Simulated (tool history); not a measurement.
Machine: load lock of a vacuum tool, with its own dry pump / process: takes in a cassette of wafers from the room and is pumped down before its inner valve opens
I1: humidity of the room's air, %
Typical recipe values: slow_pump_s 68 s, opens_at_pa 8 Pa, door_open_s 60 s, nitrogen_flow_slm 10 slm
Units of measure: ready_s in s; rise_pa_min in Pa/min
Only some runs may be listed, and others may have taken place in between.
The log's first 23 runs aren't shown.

Run 24, hour 1943.0: usual settings but slow_pump_s 113 s, opens_at_pa 9 Pa, door_open_s 41 s, nitrogen_flow_slm 16 slm; I1 43.3. Result: ready_s 149.0 s, rise_pa_min 0.028 Pa/min.
Run 25, hour 2025.4: usual settings but slow_pump_s 77 s, opens_at_pa 12 Pa, nitrogen_flow_slm 44 slm; I1 45.4. Result: ready_s 119.4 s, rise_pa_min 0.025 Pa/min.
Run 26, hour 2095.9: usual settings but slow_pump_s 57 s, nitrogen_flow_slm 11 slm; I1 46.0. Result: ready_s 105.9 s, rise_pa_min 0.040 Pa/min.
Run 27, hour 2191.4: usual settings but slow_pump_s 57 s, nitrogen_flow_slm 11 slm; I1 43.1. Result: ready_s 105.4 s, rise_pa_min 0.043 Pa/min.
Run 28, hour 2249.1: usual settings but slow_pump_s 133 s, opens_at_pa 12 Pa, door_open_s 36 s, nitrogen_flow_slm 16 slm; I1 46.9. Result: ready_s 162.6 s, rise_pa_min 0.032 Pa/min.
Run 29, hour 2342.8: usual settings but slow_pump_s 133 s, opens_at_pa 12 Pa, door_open_s 36 s, nitrogen_flow_slm 16 slm; I1 46.5. Result: ready_s 162.4 s, rise_pa_min 0.029 Pa/min.
Run 30, hour 2459.5: usual settings but slow_pump_s 133 s, opens_at_pa 12 Pa, door_open_s 36 s, nitrogen_flow_slm 4 slm; I1 45.0. Result: ready_s 161.4 s, rise_pa_min 0.042 Pa/min.
Run 31, hour 2554.0: usual settings but slow_pump_s 133 s, opens_at_pa 12 Pa, door_open_s 36 s, nitrogen_flow_slm 4 slm; I1 48.0. Result: ready_s 162.3 s, rise_pa_min 0.041 Pa/min.
Run 32, hour 2673.6: usual settings but slow_pump_s 46 s, door_open_s 55 s; I1 45.0. Result: ready_s 97.7 s, rise_pa_min 0.043 Pa/min.
Run 33, hour 2763.6: usual settings but slow_pump_s 113 s, door_open_s 223 s; I1 45.9. Result: ready_s 149.5 s, rise_pa_min 0.107 Pa/min.
Run 34, hour 2841.4: usual settings but slow_pump_s 113 s, door_open_s 223 s; I1 46.4. Result: ready_s 150.2 s, rise_pa_min 0.111 Pa/min.
Run 35, hour 2948.9: usual settings but slow_pump_s 61 s, opens_at_pa 12 Pa, nitrogen_flow_slm 11 slm; I1 47.3. Result: ready_s 106.7 s, rise_pa_min 0.054 Pa/min.
Run 36, hour 3008.3: usual settings but slow_pump_s 47 s; I1 43.5. Result: ready_s 99.0 s, rise_pa_min 0.049 Pa/min.
Run 37, hour 3064.7: usual settings but slow_pump_s 37 s; I1 47.7. Result: ready_s 91.1 s, rise_pa_min 0.049 Pa/min.

Branching from run 37: 4 alternative next runs. What would each branch give?
Run A, hour 3137.5: usual settings but slow_pump_s 49 s, opens_at_pa 13 Pa; I1 45.7. Result: ready_s ?, rise_pa_min ?.
Run B, hour 3137.5: usual settings but slow_pump_s 53 s, opens_at_pa 11 Pa, door_open_s 117 s; I1 46.9. Result: ready_s ?, rise_pa_min ?.
Run C, hour 3137.5: usual settings but slow_pump_s 58 s; I1 45.7. Result: ready_s ?, rise_pa_min ?.
Run D, hour 3137.5: usual settings but opens_at_pa 7 Pa, door_open_s 34 s; I1 46.1. Result: ready_s ?, rise_pa_min ?.

run  ready_s  rise_pa_min
  A     96.3        0.045
  B    101.5        0.072
  C    107.6        0.049
  D    115.5        0.041
Without the tool's hidden state the same runs would have given:
run  ready_s  rise_pa_min
  A     95.0        0.034
  B    100.2        0.060
  C    106.3        0.037
  D    114.2        0.029
